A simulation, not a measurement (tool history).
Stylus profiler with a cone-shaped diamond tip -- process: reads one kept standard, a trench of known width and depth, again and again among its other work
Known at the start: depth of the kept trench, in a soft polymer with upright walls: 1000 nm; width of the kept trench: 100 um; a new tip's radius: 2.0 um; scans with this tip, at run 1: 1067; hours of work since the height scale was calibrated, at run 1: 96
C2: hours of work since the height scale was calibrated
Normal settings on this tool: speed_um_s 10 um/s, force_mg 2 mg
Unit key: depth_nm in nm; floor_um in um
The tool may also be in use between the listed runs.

{"run": 1, "hour": 0.0, "speed_um_s": 10, "force_mg": 2, "scans with this tip": 1067, "C2": 96, "depth_nm": 1006.76, "floor_um": 96.47}
{"run": 2, "hour": 18.5, "speed_um_s": 10, "force_mg": 2, "scans with this tip": 1209, "C2": 109, "depth_nm": 1006.86, "floor_um": 96.44}
{"run": 3, "hour": 37.5, "speed_um_s": 10, "force_mg": 2, "scans with this tip": 1356, "C2": 122, "depth_nm": 1007.15, "floor_um": 96.43}
{"run": 4, "hour": 53.2, "speed_um_s": 10, "force_mg": 2, "scans with this tip": 1477, "C2": 133, "depth_nm": 1006.63, "floor_um": 96.43}
{"run": 5, "hour": 70.4, "speed_um_s": 10, "force_mg": 2, "scans with this tip": 1609, "C2": 145, "depth_nm": 1006.86, "floor_um": 96.4}
{"run": 6, "hour": 79.0, "speed_um_s": 10, "force_mg": 2, "scans with this tip": 1675, "C2": 151, "depth_nm": 1006.75, "floor_um": 96.37}
{"run": 7, "hour": 97.6, "speed_um_s": 10, "force_mg": 2, "scans with this tip": 1818, "C2": 164, "depth_nm": 1007.17, "floor_um": 96.38}

Predict the results of run 8:
{"run": 8, "hour": 112.3, "speed_um_s": 3, "force_mg": 1.01, "scans with this tip": 1932, "C2": 174, "depth_nm": "?", "floor_um": "?"}

depth_nm: 1004.5 nm
floor_um: 96.39 um
With no hidden state in the tool, this same run would have given depth_nm 1003.66 nm, floor_um 96.53 um.
